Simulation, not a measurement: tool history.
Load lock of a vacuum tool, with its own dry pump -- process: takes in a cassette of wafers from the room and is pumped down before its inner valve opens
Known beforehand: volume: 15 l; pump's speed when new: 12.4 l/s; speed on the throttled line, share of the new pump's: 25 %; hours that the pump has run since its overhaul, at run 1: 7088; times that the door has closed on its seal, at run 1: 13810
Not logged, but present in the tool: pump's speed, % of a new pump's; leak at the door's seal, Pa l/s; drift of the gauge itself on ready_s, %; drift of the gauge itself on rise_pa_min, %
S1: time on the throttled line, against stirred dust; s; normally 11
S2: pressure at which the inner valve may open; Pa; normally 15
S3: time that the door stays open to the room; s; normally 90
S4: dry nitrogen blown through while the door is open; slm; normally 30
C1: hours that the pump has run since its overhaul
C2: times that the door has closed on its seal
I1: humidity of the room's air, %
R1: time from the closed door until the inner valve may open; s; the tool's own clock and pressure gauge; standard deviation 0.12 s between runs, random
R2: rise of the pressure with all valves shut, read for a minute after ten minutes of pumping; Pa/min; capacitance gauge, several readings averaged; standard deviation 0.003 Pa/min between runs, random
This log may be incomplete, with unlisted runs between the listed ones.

{"run": 1, "hour": 0.0, "S1": 11, "S2": 15, "S3": 90, "S4": 30, "C1": 7088, "C2": 13810, "I1": 45.6, "R1": 19.5, "R2": 0.08}
{"run": 2, "hour": 216.1, "S1": 9, "S2": 15, "S3": 90, "S4": 30, "C1": 7304, "C2": 14507, "I1": 43.5, "R1": 18.2, "R2": 0.083}
{"run": 3, "hour": 626.8, "S1": 11, "S2": 15, "S3": 90, "S4": 6, "C1": 7714, "C2": 15833, "I1": 42.5, "R1": 19.5, "R2": 0.103}
{"run": 4, "hour": 943.6, "S1": 11, "S2": 15, "S3": 90, "S4": 6, "C1": 8031, "C2": 16855, "I1": 48.1, "R1": 19.8, "R2": 0.117}
{"run": 5, "hour": 1125.0, "S1": 11, "S2": 15, "S3": 90, "S4": 30, "C1": 8213, "C2": 17441, "I1": 44.4, "R1": 19.6, "R2": 0.1}
{"run": 6, "hour": 1532.4, "S1": 9, "S2": 15, "S3": 90, "S4": 30, "C1": 8620, "C2": 18755, "I1": 46, "R1": 18.2, "R2": 0.105}
{"run": 7, "hour": 1744.9, "S1": 11, "S2": 15, "S3": 90, "S4": 30, "C1": 8832, "C2": 19441, "I1": 45.2, "R1": 19.6, "R2": 0.105}
{"run": 8, "hour": 2042.4, "S1": 11, "S2": 15, "S3": 90, "S4": 30, "C1": 9130, "C2": 20401, "I1": 47.7, "R1": 19.6, "R2": 0.118}
{"run": 9, "hour": 2353.0, "S1": 11, "S2": 15, "S3": 90, "S4": 30, "C1": 9441, "C2": 21404, "I1": 45.7, "R1": 19.7, "R2": 0.123}
{"run": 10, "hour": 2589.6, "S1": 11, "S2": 15, "S3": 90, "S4": 30, "C1": 9677, "C2": 22167, "I1": 45.5, "R1": 19.9, "R2": 0.124}
{"run": 11, "hour": 2964.6, "S1": 11, "S2": 15, "S3": 90, "S4": 30, "C1": 10052, "C2": 23378, "I1": 44.6, "R1": 19.9, "R2": 0.132}
{"run": 12, "hour": 3330.3, "S1": 8, "S2": 20, "S3": 90, "S4": 30, "C1": 10418, "C2": 24558, "I1": 44.5, "R1": 17.3, "R2": 0.134}
{"hour": 3736.0, "done": "dry pump taken out, an overhauled one fitted"}
{"run": 13, "hour": 3736.0, "S1": 8, "S2": 20, "S3": 90, "S4": 30, "C1": 0, "C2": 25848, "I1": 44.2, "R1": 16.2, "R2": 0.147}
{"run": 14, "hour": 4002.1, "S1": 8, "S2": 20, "S3": 90, "S4": 30, "C1": 266, "C2": 26706, "I1": 42.6, "R1": 16.1, "R2": 0.154}
{"run": 15, "hour": 4241.3, "S1": 8, "S2": 20, "S3": 90, "S4": 30, "C1": 505, "C2": 27478, "I1": 46.2, "R1": 16.2, "R2": 0.165}
{"run": 16, "hour": 4448.2, "S1": 11, "S2": 15, "S3": 32, "S4": 30, "C1": 712, "C2": 28146, "I1": 45.5, "R1": 18.9, "R2": 0.161}
{"run": 17, "hour": 4837.8, "S1": 11, "S2": 13, "S3": 236, "S4": 17, "C1": 1102, "C2": 29403, "I1": 44.8, "R1": 19.1, "R2": 0.189}
{"run": 18, "hour": 5095.2, "S1": 9, "S2": 16, "S3": 72, "S4": 14, "C1": 1359, "C2": 30234, "I1": 45.2, "R1": 17.4, "R2": 0.191}

Predict each of these 4 candidate next runs independently; none follows another, all start after run 18:
{"run": "A", "hour": 5331.2, "S1": 19, "S2": 16, "S3": 50, "S4": 30, "C1": 1595, "C2": 30996, "I1": 43.6, "R1": "?", "R2": "?"}
{"run": "B", "hour": 5331.2, "S1": 9, "S2": 16, "S3": 52, "S4": 14, "C1": 1595, "C2": 30996, "I1": 46.3, "R1": "?", "R2": "?"}
{"run": "C", "hour": 5331.2, "S1": 12, "S2": 15, "S3": 66, "S4": 14, "C1": 1595, "C2": 30996, "I1": 43.1, "R1": "?", "R2": "?"}
{"run": "D", "hour": 5331.2, "S1": 11, "S2": 11, "S3": 90, "S4": 30, "C1": 1595, "C2": 30996, "I1": 42.3, "R1": "?", "R2": "?"}

run=A R1=24.8 R2=0.175
run=B R1=17.5 R2=0.189
run=C R1=19.9 R2=0.187
run=D R1=19.4 R2=0.187
With no hidden state in the tool, these same runs would have given:
run=A R1=24.8 R2=0.023
run=B R1=17.4 R2=0.034
run=C R1=19.8 R2=0.034
run=D R1=19.4 R2=0.033
